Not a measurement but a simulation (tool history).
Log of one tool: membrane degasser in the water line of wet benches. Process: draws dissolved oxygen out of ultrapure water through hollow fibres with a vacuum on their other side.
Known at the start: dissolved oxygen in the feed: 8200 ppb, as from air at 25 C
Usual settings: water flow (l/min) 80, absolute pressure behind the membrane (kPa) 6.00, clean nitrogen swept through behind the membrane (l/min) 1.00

run,hour,water flow (l/min),absolute pressure behind the membrane (kPa),clean nitrogen swept through behind the membrane (l/min),dissolved oxygen in the water behind the degasser (ppb),pressure that the water loses in the fibres (kPa)
1,0.0,80,6.00,1.00,469.1,67.25
2,50.7,84,6.00,1.00,505.7,70.37
3,108.9,84,6.00,1.00,488.7,70.88
4,163.0,59,6.00,1.00,350.2,49.62
5,222.6,80,6.00,1.00,466.1,67.52
6,283.4,80,10.28,1.00,967.8,67.77
7,319.1,80,6.00,1.00,474.1,67.83
8,348.5,80,6.00,1.00,473.9,67.72
9,392.1,80,6.00,1.00,474.0,67.61
10,423.1,80,6.00,2.44,294.3,67.31
11,453.1,80,6.00,1.00,469.0,67.67
# hour 496.3: seals of the vacuum lines changed
12,499.2,80,6.00,1.00,474.4,67.20
13,532.9,80,6.00,1.00,477.5,67.02
14,585.9,80,6.00,1.00,480.4,67.41
15,625.1,57,12.12,2.80,429.2,47.69
16,653.7,71,8.03,0.82,737.7,59.96
17,679.4,95,4.43,0.82,374.0,80.61
18,709.3,57,8.06,1.99,340.2,48.33
19,763.3,66,5.25,1.00,317.7,55.92
20,824.4,105,7.41,0.71,946.2,88.93
21,865.8,96,12.96,1.00,1470.5,81.10
22,896.5,112,12.24,0.47,2108.5,95.29
23,938.2,112,12.24,0.47,2068.2,94.73
24,971.9,112,12.24,0.47,2096.4,94.25
25,1031.4,112,12.24,0.47,2097.8,93.99
26,1079.8,112,12.24,0.47,2114.0,94.63
27,1112.9,112,12.24,0.47,2120.9,94.28

Some steps in dissolved oxygen in the water behind the degasser (ppb) between neighbouring runs. How much of each would the tool show without its hidden state too (settings, what came in, random variation), and how much is left for the hidden state, with any gauge scatter that isn't in both results?
The hidden state here: membrane still open, %; true pressure behind the membrane over the reading, kPa; air that leaks in behind the membrane, l/min; drift of the gauge itself on oxygen_ppb, %; drift of the gauge itself on loss_of_pressure_kpa, %.
Run 14 -> 15: water flow (l/min) 80 -> 57, absolute pressure behind the membrane (kPa) 6.00 -> 12.12, clean nitrogen swept through behind the membrane (l/min) 1.00 -> 2.80. dissolved oxygen in the water behind the degasser (ppb) -51.2: hidden state -16.7, all else -34.5.
Run 17 -> 18: water flow (l/min) 95 -> 57, absolute pressure behind the membrane (kPa) 4.43 -> 8.06, clean nitrogen swept through behind the membrane (l/min) 0.82 -> 1.99. dissolved oxygen in the water behind the degasser (ppb) -33.8: hidden state -22.1, all else -11.7.
Run 19 -> 20: water flow (l/min) 66 -> 105, absolute pressure behind the membrane (kPa) 5.25 -> 7.41, clean nitrogen swept through behind the membrane (l/min) 1.00 -> 0.71. dissolved oxygen in the water behind the degasser (ppb) +628.5: hidden state +13.5, all else +615.0.
Run 21 -> 22: water flow (l/min) 96 -> 112, absolute pressure behind the membrane (kPa) 12.96 -> 12.24, clean nitrogen swept through behind the membrane (l/min) 1.00 -> 0.47. dissolved oxygen in the water behind the degasser (ppb) +638.0: hidden state +11.0, all else +627.0.
